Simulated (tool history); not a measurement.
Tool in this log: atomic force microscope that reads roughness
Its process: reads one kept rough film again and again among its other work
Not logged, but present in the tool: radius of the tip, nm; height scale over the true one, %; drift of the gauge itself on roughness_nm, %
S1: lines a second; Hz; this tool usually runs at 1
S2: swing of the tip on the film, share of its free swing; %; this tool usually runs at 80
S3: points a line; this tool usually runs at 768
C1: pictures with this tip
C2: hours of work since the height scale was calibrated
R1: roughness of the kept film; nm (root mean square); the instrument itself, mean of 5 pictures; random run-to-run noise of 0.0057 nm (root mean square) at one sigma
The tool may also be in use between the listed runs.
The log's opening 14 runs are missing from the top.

{"run": 15, "day": 11.717, "S1": 1, "S2": 67, "S3": 768, "C1": 49, "C2": 435, "R1": 1.012}
{"run": 16, "day": 12.192, "S1": 1, "S2": 80, "S3": 768, "C1": 68, "C2": 444, "R1": 0.98}
{"run": 17, "day": 12.758, "S1": 1, "S2": 80, "S3": 434, "C1": 91, "C2": 455, "R1": 0.964}
{"run": 18, "day": 13.288, "S1": 1.61, "S2": 70, "S3": 279, "C1": 113, "C2": 465, "R1": 0.946}
{"run": 19, "day": 14.408, "S1": 0.98, "S2": 59, "S3": 279, "C1": 159, "C2": 486, "R1": 0.951}
{"run": 20, "day": 15.417, "S1": 1.11, "S2": 62, "S3": 768, "C1": 200, "C2": 506, "R1": 0.939}
{"day": 16.25, "done": "new tip fitted"}
{"run": 21, "day": 16.267, "S1": 1.03, "S2": 67, "S3": 1014, "C1": 1, "C2": 521, "R1": 1.053}
{"run": 22, "day": 17.25, "S1": 1.11, "S2": 90, "S3": 711, "C1": 42, "C2": 540, "R1": 0.945}
{"run": 23, "day": 17.925, "S1": 1, "S2": 63, "S3": 330, "C1": 69, "C2": 553, "R1": 1.005}
{"run": 24, "day": 19.05, "S1": 1.1, "S2": 84, "S3": 325, "C1": 115, "C2": 574, "R1": 0.924}
{"run": 25, "day": 19.658, "S1": 1.1, "S2": 87, "S3": 470, "C1": 140, "C2": 586, "R1": 0.904}
{"run": 26, "day": 20.479, "S1": 1.1, "S2": 87, "S3": 470, "C1": 174, "C2": 602, "R1": 0.888}
{"run": 27, "day": 20.992, "S1": 1.1, "S2": 87, "S3": 470, "C1": 195, "C2": 612, "R1": 0.888}
{"day": 21.946, "done": "new tip fitted"}
{"run": 28, "day": 22.025, "S1": 3.56, "S2": 70, "S3": 470, "C1": 3, "C2": 631, "R1": 0.963}
{"run": 29, "day": 23.121, "S1": 3.56, "S2": 70, "S3": 470, "C1": 48, "C2": 652, "R1": 0.929}
{"run": 30, "day": 24.092, "S1": 0.77, "S2": 56, "S3": 581, "C1": 88, "C2": 670, "R1": 1.011}
{"run": 31, "day": 25.058, "S1": 1.2, "S2": 80, "S3": 798, "C1": 127, "C2": 689, "R1": 0.939}
{"run": 32, "day": 25.954, "S1": 0.59, "S2": 60, "S3": 499, "C1": 164, "C2": 706, "R1": 0.974}
{"run": 33, "day": 26.867, "S1": 1, "S2": 80, "S3": 349, "C1": 201, "C2": 723, "R1": 0.893}

Each row is a separate what-if for the run after 33, all from the same tool condition, not one after another. Results?
{"run": "A", "day": 27.35, "S1": 1.67, "S2": 84, "S3": 379, "C1": 221, "C2": 733, "R1": "?"}
{"run": "B", "day": 27.35, "S1": 2.76, "S2": 80, "S3": 315, "C1": 221, "C2": 733, "R1": "?"}
{"run": "C", "day": 27.35, "S1": 1, "S2": 83, "S3": 768, "C1": 221, "C2": 733, "R1": "?"}
{"run": "D", "day": 27.35, "S1": 1, "S2": 80, "S3": 883, "C1": 221, "C2": 733, "R1": "?"}

run=A R1=0.845
run=B R1=0.816
run=C R1=0.887
run=D R1=0.896
Without the tool's hidden state the same runs would have given:
run=A R1=0.955
run=B R1=0.922
run=C R1=1.003
run=D R1=1.013
